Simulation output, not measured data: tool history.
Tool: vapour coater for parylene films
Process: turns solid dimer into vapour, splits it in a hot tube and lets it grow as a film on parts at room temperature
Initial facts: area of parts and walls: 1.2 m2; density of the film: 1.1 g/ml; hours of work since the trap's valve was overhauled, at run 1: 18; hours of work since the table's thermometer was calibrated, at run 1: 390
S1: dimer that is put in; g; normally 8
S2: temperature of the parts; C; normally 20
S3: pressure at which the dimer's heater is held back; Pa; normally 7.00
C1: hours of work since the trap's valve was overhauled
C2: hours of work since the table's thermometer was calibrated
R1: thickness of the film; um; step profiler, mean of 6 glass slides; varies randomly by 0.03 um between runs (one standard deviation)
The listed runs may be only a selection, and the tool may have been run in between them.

run 1 hour=0.0 | S1=8 S2=20 S3=7.00 | C1=18 C2=390 | R1=2.70
run 2 hour=20.4 | S1=8 S2=30 S3=7.00 | C1=36 C2=408 | R1=1.62
run 3 hour=50.1 | S1=8 S2=30 S3=7.00 | C1=63 C2=435 | R1=1.61
run 4 hour=80.6 | S1=8 S2=30 S3=7.00 | C1=90 C2=462 | R1=1.61
run 5 hour=111.1 | S1=8 S2=30 S3=7.00 | C1=117 C2=490 | R1=1.54
run 6 hour=132.7 | S1=8 S2=29 S3=7.00 | C1=137 C2=509 | R1=1.59
run 7 hour=154.7 | S1=8 S2=20 S3=7.00 | C1=157 C2=529 | R1=2.43
run 8 hour=171.1 | S1=8 S2=20 S3=7.00 | C1=171 C2=544 | R1=2.43
run 9 hour=192.8 | S1=8 S2=20 S3=7.00 | C1=191 C2=563 | R1=2.42
-- hour=218.5 trap's valve overhauled
run 10 hour=219.8 | S1=8 S2=20 S3=7.00 | C1=1 C2=584 | R1=2.74
run 11 hour=246.4 | S1=8 S2=20 S3=7.00 | C1=25 C2=608 | R1=2.67
run 12 hour=268.0 | S1=8 S2=20 S3=7.00 | C1=45 C2=627 | R1=2.68
run 13 hour=292.0 | S1=8 S2=20 S3=7.00 | C1=66 C2=649 | R1=2.61
run 14 hour=310.2 | S1=8 S2=20 S3=7.00 | C1=82 C2=665 | R1=2.59
run 15 hour=334.7 | S1=8 S2=20 S3=7.00 | C1=104 C2=687 | R1=2.58
run 16 hour=354.8 | S1=8 S2=20 S3=7.00 | C1=123 C2=705 | R1=2.52
run 17 hour=370.4 | S1=7 S2=20 S3=7.00 | C1=137 C2=719 | R1=2.15
run 18 hour=393.2 | S1=7 S2=20 S3=7.00 | C1=157 C2=740 | R1=2.15
run 19 hour=422.2 | S1=7 S2=20 S3=11.93 | C1=183 C2=766 | R1=2.02
run 20 hour=438.9 | S1=7 S2=20 S3=11.93 | C1=198 C2=781 | R1=2.02
-- hour=456.5 trap's valve overhauled
run 21 hour=456.5 | S1=7 S2=20 S3=11.93 | C1=0 C2=793 | R1=2.26
run 22 hour=476.2 | S1=5 S2=21 S3=7.41 | C1=18 C2=811 | R1=1.59
run 23 hour=502.8 | S1=3 S2=13 S3=3.01 | C1=42 C2=835 | R1=1.46
run 24 hour=519.0 | S1=5 S2=25 S3=3.01 | C1=56 C2=849 | R1=1.34
run 25 hour=549.5 | S1=7 S2=22 S3=2.32 | C1=84 C2=877 | R1=2.18
run 26 hour=564.5 | S1=5 S2=15 S3=7.00 | C1=97 C2=890 | R1=2.03
run 27 hour=588.7 | S1=5 S2=15 S3=7.00 | C1=119 C2=912 | R1=2.03
run 28 hour=608.2 | S1=4 S2=15 S3=7.00 | C1=136 C2=929 | R1=1.62

Consider 3 possible next runs. They are alternatives, not a sequence: every one starts from the tool as it was left by run 28. What does each give?
run A hour=623.4 | S1=8 S2=13 S3=5.35 | C1=150 C2=943 | R1=?
run B hour=623.4 | S1=3 S2=15 S3=7.00 | C1=150 C2=943 | R1=?
run C hour=623.4 | S1=5 S2=20 S3=2.89 | C1=150 C2=943 | R1=?

run=A R1=3.53
run=B R1=1.20
run=C R1=1.68
Stripped of hidden state, with their random variation kept, the same runs would have yielded:
run=A R1=3.93
run=B R1=1.33
run=C R1=1.87
